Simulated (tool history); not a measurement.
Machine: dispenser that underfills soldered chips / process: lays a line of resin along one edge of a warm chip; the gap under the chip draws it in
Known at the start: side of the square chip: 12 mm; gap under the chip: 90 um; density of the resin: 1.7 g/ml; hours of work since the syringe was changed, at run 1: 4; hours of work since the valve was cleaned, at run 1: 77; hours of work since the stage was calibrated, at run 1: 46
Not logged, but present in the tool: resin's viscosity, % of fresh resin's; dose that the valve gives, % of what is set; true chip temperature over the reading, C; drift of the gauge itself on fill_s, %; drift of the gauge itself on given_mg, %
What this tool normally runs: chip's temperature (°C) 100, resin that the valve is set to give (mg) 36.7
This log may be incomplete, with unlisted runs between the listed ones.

run   hour  chip's temperature (°C)  resin that the valve is set to give (mg)  hours of work since the syringe was changed  hours of work since the valve was cleaned  hours of work since the stage was calibrated  time until the resin shows at the far edge (s)  resin that the valve gave (mg)
  1    0.0                      100                                      36.7                                            4                                         77                                            46                                            89.4                           35.44
  2    7.6                      100                                      36.7                                            8                                         82                                            50                                           132.3                           35.32
       8.5  -- new syringe of resin
  3   12.8                      100                                      36.7                                            3                                         85                                            53                                            80.4                           35.25
  4   19.3                      100                                      36.7                                            7                                         89                                            57                                           113.0                           35.01
      23.4  -- new syringe of resin
  5   27.6                      100                                      36.7                                            3                                         93                                            62                                            78.9                           34.99
  6   33.0                      103                                      36.7                                            6                                         97                                            65                                            93.6                           35.19
      38.7  -- new syringe of resin
  7   42.2                      103                                      36.7                                            2                                        102                                            71                                            66.5                           34.95
  8   50.4                      105                                      36.7                                            7                                        107                                            76                                            94.3                           34.92
      53.4  -- new syringe of resin
  9   59.4                      105                                      39.4                                            4                                        112                                            81                                            70.5                           37.58
 10   63.1                      100                                      36.7                                            6                                        114                                            83                                           104.8                           34.86
      68.2  -- new syringe of resin
 11   69.2                      100                                      36.7                                            1                                        118                                            87                                            66.4                           34.41
 12   74.0                      100                                      36.7                                            4                                        121                                            89                                            85.2                           35.06
 13   81.9                      100                                      36.7                                            8                                        126                                            94                                           130.1                           34.57
      83.4  -- new syringe of resin
 14   87.0                      100                                      36.7                                            2                                        129                                            97                                            76.2                           34.52
 15   91.6                      100                                      33.9                                            5                                        131                                           100                                            98.5                           31.83
      98.1  -- new syringe of resin
 16   98.1                       97                                      38.7                                            0                                        135                                           104                                            69.9                           36.19
 17  102.1                      100                                      44.3                                            2                                        137                                           106                                            76.1                           41.44
 18  109.6                      100                                      44.3                                            7                                        142                                           111                                           112.6                           41.85
     113.2  -- new syringe of resin
 19  118.2                      100                                      47.6                                            3                                        147                                           116                                            78.8                           44.51
 20  121.8                       93                                      47.6                                            5                                        149                                           118                                           124.7                           44.56
     123.5  -- dispensing valve cleaned and set on the balance
     129.0  -- new syringe of resin
 21  129.2                       92                                      42.3                                            0                                          3                                           121                                            85.1                           42.23

Predict the results of run 22:
 22  133.5                       92                                      42.3                                            3                                          6                                           124                                               ?                               ?

{"run 22": {"time until the resin shows at the far edge (s)": 105.2, "resin that the valve gave (mg)": 41.91}}
Take away the tool's hidden state, keep the run-to-run variation as it was, and the same run would have given time until the resin shows at the far edge (s) 84.6, resin that the valve gave (mg) 42.15.
